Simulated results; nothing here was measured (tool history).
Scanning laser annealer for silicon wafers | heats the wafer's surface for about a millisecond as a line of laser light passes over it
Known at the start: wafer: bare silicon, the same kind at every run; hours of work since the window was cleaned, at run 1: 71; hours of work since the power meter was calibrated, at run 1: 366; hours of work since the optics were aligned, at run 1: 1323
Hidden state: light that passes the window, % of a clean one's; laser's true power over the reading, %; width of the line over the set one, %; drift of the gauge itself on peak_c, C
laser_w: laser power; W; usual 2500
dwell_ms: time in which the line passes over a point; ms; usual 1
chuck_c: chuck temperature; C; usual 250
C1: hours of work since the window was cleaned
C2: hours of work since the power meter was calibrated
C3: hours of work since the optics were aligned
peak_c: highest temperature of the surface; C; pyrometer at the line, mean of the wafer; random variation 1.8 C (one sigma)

{"run": 1, "hour": 0.0, "laser_w": 2500, "dwell_ms": 1, "chuck_c": 250, "C1": 71, "C2": 366, "C3": 1323, "peak_c": 1054}
{"run": 2, "hour": 12.3, "laser_w": 2500, "dwell_ms": 1, "chuck_c": 250, "C1": 80, "C2": 375, "C3": 1332, "peak_c": 1051}
{"run": 3, "hour": 23.9, "laser_w": 2500, "dwell_ms": 1, "chuck_c": 250, "C1": 88, "C2": 383, "C3": 1340, "peak_c": 1046}
{"run": 4, "hour": 31.3, "laser_w": 2500, "dwell_ms": 1, "chuck_c": 250, "C1": 93, "C2": 388, "C3": 1345, "peak_c": 1047}
{"run": 5, "hour": 43.5, "laser_w": 2500, "dwell_ms": 1, "chuck_c": 258, "C1": 101, "C2": 396, "C3": 1353, "peak_c": 1056}
{"run": 6, "hour": 51.0, "laser_w": 2500, "dwell_ms": 1, "chuck_c": 258, "C1": 106, "C2": 401, "C3": 1358, "peak_c": 1055}
{"run": 7, "hour": 59.1, "laser_w": 2728, "dwell_ms": 1, "chuck_c": 250, "C1": 112, "C2": 407, "C3": 1364, "peak_c": 1130}
{"run": 8, "hour": 70.4, "laser_w": 2728, "dwell_ms": 1, "chuck_c": 250, "C1": 120, "C2": 414, "C3": 1371, "peak_c": 1131}
{"run": 9, "hour": 76.7, "laser_w": 2625, "dwell_ms": 1, "chuck_c": 250, "C1": 124, "C2": 419, "C3": 1376, "peak_c": 1093}
{"run": 10, "hour": 85.6, "laser_w": 2625, "dwell_ms": 0.83, "chuck_c": 250, "C1": 130, "C2": 425, "C3": 1382, "peak_c": 1022}
{"hour": 99.3, "done": "optics aligned, line set to its width"}
{"run": 11, "hour": 101.2, "laser_w": 2500, "dwell_ms": 0.97, "chuck_c": 250, "C1": 137, "C2": 432, "C3": 1, "peak_c": 1045}
{"run": 12, "hour": 114.9, "laser_w": 2500, "dwell_ms": 1, "chuck_c": 249, "C1": 147, "C2": 441, "C3": 11, "peak_c": 1052}
{"run": 13, "hour": 126.4, "laser_w": 2500, "dwell_ms": 1, "chuck_c": 249, "C1": 154, "C2": 449, "C3": 19, "peak_c": 1052}
{"run": 14, "hour": 136.6, "laser_w": 2500, "dwell_ms": 1, "chuck_c": 249, "C1": 161, "C2": 456, "C3": 25, "peak_c": 1052}
{"run": 15, "hour": 151.4, "laser_w": 2500, "dwell_ms": 1, "chuck_c": 250, "C1": 172, "C2": 466, "C3": 36, "peak_c": 1055}
{"hour": 155.4, "done": "laser's power meter calibrated"}
{"run": 16, "hour": 166.9, "laser_w": 2465, "dwell_ms": 1, "chuck_c": 250, "C1": 180, "C2": 8, "C3": 44, "peak_c": 1037}
{"run": 17, "hour": 175.3, "laser_w": 2500, "dwell_ms": 1, "chuck_c": 250, "C1": 186, "C2": 14, "C3": 50, "peak_c": 1049}
{"run": 18, "hour": 186.4, "laser_w": 2500, "dwell_ms": 1, "chuck_c": 250, "C1": 193, "C2": 21, "C3": 57, "peak_c": 1047}
{"run": 19, "hour": 194.1, "laser_w": 2500, "dwell_ms": 1, "chuck_c": 250, "C1": 199, "C2": 26, "C3": 63, "peak_c": 1047}
{"run": 20, "hour": 204.6, "laser_w": 2500, "dwell_ms": 1, "chuck_c": 250, "C1": 206, "C2": 34, "C3": 70, "peak_c": 1047}
{"hour": 209.0, "done": "laser's power meter calibrated, once more"}
{"run": 21, "hour": 220.3, "laser_w": 2500, "dwell_ms": 1, "chuck_c": 250, "C1": 215, "C2": 8, "C3": 79, "peak_c": 1050}
{"run": 22, "hour": 227.9, "laser_w": 2327, "dwell_ms": 1.21, "chuck_c": 228, "C1": 220, "C2": 13, "C3": 84, "peak_c": 1026}
{"run": 23, "hour": 235.1, "laser_w": 2327, "dwell_ms": 1.21, "chuck_c": 228, "C1": 225, "C2": 18, "C3": 89, "peak_c": 1026}
{"run": 24, "hour": 244.8, "laser_w": 2327, "dwell_ms": 1.21, "chuck_c": 228, "C1": 231, "C2": 25, "C3": 95, "peak_c": 1030}
{"run": 25, "hour": 258.9, "laser_w": 2327, "dwell_ms": 1.21, "chuck_c": 228, "C1": 241, "C2": 34, "C3": 105, "peak_c": 1026}
{"run": 26, "hour": 272.8, "laser_w": 2327, "dwell_ms": 1.21, "chuck_c": 228, "C1": 250, "C2": 44, "C3": 115, "peak_c": 1024}
{"run": 27, "hour": 283.6, "laser_w": 2327, "dwell_ms": 1.21, "chuck_c": 228, "C1": 258, "C2": 51, "C3": 122, "peak_c": 1023}
{"run": 28, "hour": 292.4, "laser_w": 2527, "dwell_ms": 1.23, "chuck_c": 252, "C1": 264, "C2": 57, "C3": 128, "peak_c": 1137}
{"run": 29, "hour": 303.5, "laser_w": 2500, "dwell_ms": 0.89, "chuck_c": 235, "C1": 271, "C2": 65, "C3": 136, "peak_c": 990}
{"run": 30, "hour": 316.6, "laser_w": 2411, "dwell_ms": 1.22, "chuck_c": 290, "C1": 280, "C2": 74, "C3": 145, "peak_c": 1122}
{"run": 31, "hour": 324.0, "laser_w": 2411, "dwell_ms": 1.22, "chuck_c": 290, "C1": 285, "C2": 79, "C3": 150, "peak_c": 1120}
{"run": 32, "hour": 335.9, "laser_w": 2500, "dwell_ms": 0.75, "chuck_c": 217, "C1": 294, "C2": 87, "C3": 158, "peak_c": 907}
{"run": 33, "hour": 344.5, "laser_w": 2468, "dwell_ms": 1, "chuck_c": 250, "C1": 299, "C2": 93, "C3": 164, "peak_c": 1027}
{"run": 34, "hour": 356.6, "laser_w": 2744, "dwell_ms": 0.87, "chuck_c": 250, "C1": 308, "C2": 101, "C3": 172, "peak_c": 1074}
{"run": 35, "hour": 363.1, "laser_w": 2310, "dwell_ms": 0.89, "chuck_c": 250, "C1": 312, "C2": 105, "C3": 176, "peak_c": 930}
{"run": 36, "hour": 370.1, "laser_w": 2500, "dwell_ms": 1.2, "chuck_c": 211, "C1": 317, "C2": 110, "C3": 181, "peak_c": 1068}
{"run": 37, "hour": 378.6, "laser_w": 2500, "dwell_ms": 1.2, "chuck_c": 211, "C1": 323, "C2": 116, "C3": 187, "peak_c": 1069}
{"run": 38, "hour": 386.8, "laser_w": 2705, "dwell_ms": 0.7, "chuck_c": 277, "C1": 328, "C2": 122, "C3": 193, "peak_c": 1010}
{"run": 39, "hour": 402.0, "laser_w": 2705, "dwell_ms": 0.7, "chuck_c": 277, "C1": 339, "C2": 132, "C3": 203, "peak_c": 1007}
{"run": 40, "hour": 416.0, "laser_w": 2668, "dwell_ms": 1, "chuck_c": 222, "C1": 348, "C2": 142, "C3": 213, "peak_c": 1070}
{"run": 41, "hour": 428.6, "laser_w": 2745, "dwell_ms": 1.09, "chuck_c": 223, "C1": 357, "C2": 150, "C3": 221, "peak_c": 1130}
{"run": 42, "hour": 438.2, "laser_w": 2252, "dwell_ms": 0.75, "chuck_c": 274, "C1": 364, "C2": 157, "C3": 228, "peak_c": 878}

Forecast each of these 3 alternatives for the next run:
{"run": "A", "hour": 447.3, "laser_w": 2457, "dwell_ms": 0.78, "chuck_c": 274, "C1": 370, "C2": 163, "C3": 234, "peak_c": "?"}
{"run": "B", "hour": 447.3, "laser_w": 2210, "dwell_ms": 1, "chuck_c": 250, "C1": 370, "C2": 163, "C3": 234, "peak_c": "?"}
{"run": "C", "hour": 447.3, "laser_w": 2500, "dwell_ms": 1, "chuck_c": 234, "C1": 370, "C2": 163, "C3": 234, "peak_c": "?"}

run=A peak_c=958
run=B peak_c=922
run=C peak_c=1014
Without the tool's hidden state the same runs would have given:
run=A peak_c=996
run=B peak_c=960
run=C peak_c=1057
